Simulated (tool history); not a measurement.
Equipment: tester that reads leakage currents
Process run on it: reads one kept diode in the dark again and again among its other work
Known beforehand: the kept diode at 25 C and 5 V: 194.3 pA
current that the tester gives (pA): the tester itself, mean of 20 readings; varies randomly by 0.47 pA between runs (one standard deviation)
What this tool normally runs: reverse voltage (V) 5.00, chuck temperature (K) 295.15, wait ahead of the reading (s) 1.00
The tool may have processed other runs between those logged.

| run | hour | reverse voltage (V) | chuck temperature (K) | wait ahead of the reading (s) | current that the tester gives (pA) |
|---|---|---|---|---|---|
| 1 | 0.0 | 5.00 | 295.15 | 1.00 | 166.92 |
| 2 | 129.5 | 5.00 | 295.15 | 1.00 | 168.04 |
| 3 | 243.2 | 5.00 | 317.15 | 1.00 | 778.63 |
| 4 | 338.9 | 5.00 | 317.15 | 1.00 | 779.09 |
| 5 | 468.2 | 5.00 | 317.15 | 1.67 | 785.36 |
| 6 | 579.8 | 5.00 | 317.15 | 1.67 | 787.63 |
| 7 | 713.1 | 5.00 | 317.15 | 1.67 | 740.13 |
| 8 | 819.8 | 5.00 | 317.15 | 1.67 | 740.21 |
| 9 | 941.9 | 5.00 | 317.15 | 1.11 | 746.40 |
| 10 | 1028.9 | 5.00 | 317.15 | 1.11 | 748.38 |
| 11 | 1147.6 | 5.00 | 317.15 | 1.11 | 744.80 |
| 12 | 1218.8 | 5.00 | 317.15 | 1.11 | 748.95 |
| 13 | 1311.6 | 18.58 | 317.15 | 1.11 | 1229.85 |
| 14 | 1393.7 | 6.44 | 295.15 | 1.00 | 180.01 |
| 15 | 1488.3 | 6.44 | 295.15 | 1.00 | 181.48 |
| 16 | 1602.3 | 6.44 | 295.15 | 1.00 | 182.71 |
| 17 | 1677.7 | 6.44 | 295.15 | 1.00 | 183.38 |
| 18 | 1748.2 | 6.44 | 295.15 | 1.00 | 184.87 |
| 19 | 1839.0 | 6.44 | 295.15 | 1.00 | 185.39 |
| 20 | 1900.9 | 6.77 | 307.15 | 2.19 | 442.99 |
| 21 | 1956.7 | 6.34 | 298.15 | 0.37 | 231.11 |
| 22 | 2018.5 | 5.00 | 302.15 | 1.00 | 279.07 |
| 23 | 2146.2 | 18.63 | 310.15 | 1.00 | 807.36 |
| 24 | 2230.8 | 5.00 | 295.15 | 9.70 | 169.82 |
| 25 | 2343.1 | 14.84 | 305.15 | 0.41 | 534.65 |
| 26 | 2454.0 | 7.14 | 303.15 | 0.78 | 328.72 |
| 27 | 2534.7 | 7.14 | 303.15 | 0.78 | 330.49 |
| 28 | 2595.0 | 7.14 | 308.15 | 5.81 | 465.94 |
| 29 | 2664.0 | 18.23 | 318.15 | 1.00 | 1298.37 |
| 30 | 2738.1 | 18.23 | 318.15 | 1.00 | 1300.26 |
| 31 | 2847.8 | 18.23 | 325.15 | 0.47 | 2038.67 |
| 32 | 2902.0 | 2.02 | 303.15 | 0.47 | 205.41 |
| 33 | 2966.4 | 2.02 | 303.15 | 0.47 | 205.96 |
| 34 | 3057.7 | 2.02 | 303.15 | 9.72 | 205.60 |
| 35 | 3178.1 | 2.87 | 306.15 | 9.72 | 292.92 |
| 36 | 3297.3 | 1.23 | 295.15 | 0.36 | 97.19 |
| 37 | 3398.1 | 18.62 | 332.15 | 2.36 | 3173.64 |
| 38 | 3518.7 | 18.62 | 332.15 | 2.36 | 3189.13 |

The log once held 5 entries between its listed runs, left out of this copy. Where does each go, and what is different about the tool's unlogged condition between the listed run before it and the listed run after it?
In the gap between runs 6 and 7: chuck's temperature calibrated (hour 609.9); tester calibrated (hour 701.1)
  stray current of the dirty probe card, pA a volt: 0.387 -> 0.414; current scale over the true one, %: 0.73 -> 1.21; true chuck temperature over the reading, C: 1.07 -> -0.01
  measured result minus the result with no hidden state, current that the tester gives (pA): +60.11 -> +10.35
In the gap between runs 10 and 11: tester calibrated, once more (hour 1080.1)
  stray current of the dirty probe card, pA a volt: 0.48 -> 0.505; current scale over the true one, %: 1.28 -> 0.23; true chuck temperature over the reading, C: 0.16 -> 0.23
  measured result minus the result with no hidden state, current that the tester gives (pA): +19.44 -> +15.19
In the gap between runs 25 and 26: chuck's temperature calibrated (hour 2381.1)
  stray current of the dirty probe card, pA a volt: 0.765 -> 0.788; current scale over the true one, %: 0.47 -> 0.49; true chuck temperature over the reading, C: 0.93 -> 0.06
  measured result minus the result with no hidden state, current that the tester gives (pA): +46.04 -> +8.37
In the gap between runs 30 and 31: probe card cleaned and baked (hour 2752.7)
  stray current of the dirty probe card, pA a volt: 0.85 -> 0.042; current scale over the true one, %: 0.55 -> 0.57; true chuck temperature over the reading, C: 0.21 -> 0.27
  measured result minus the result with no hidden state, current that the tester gives (pA): +39.48 -> +45.59
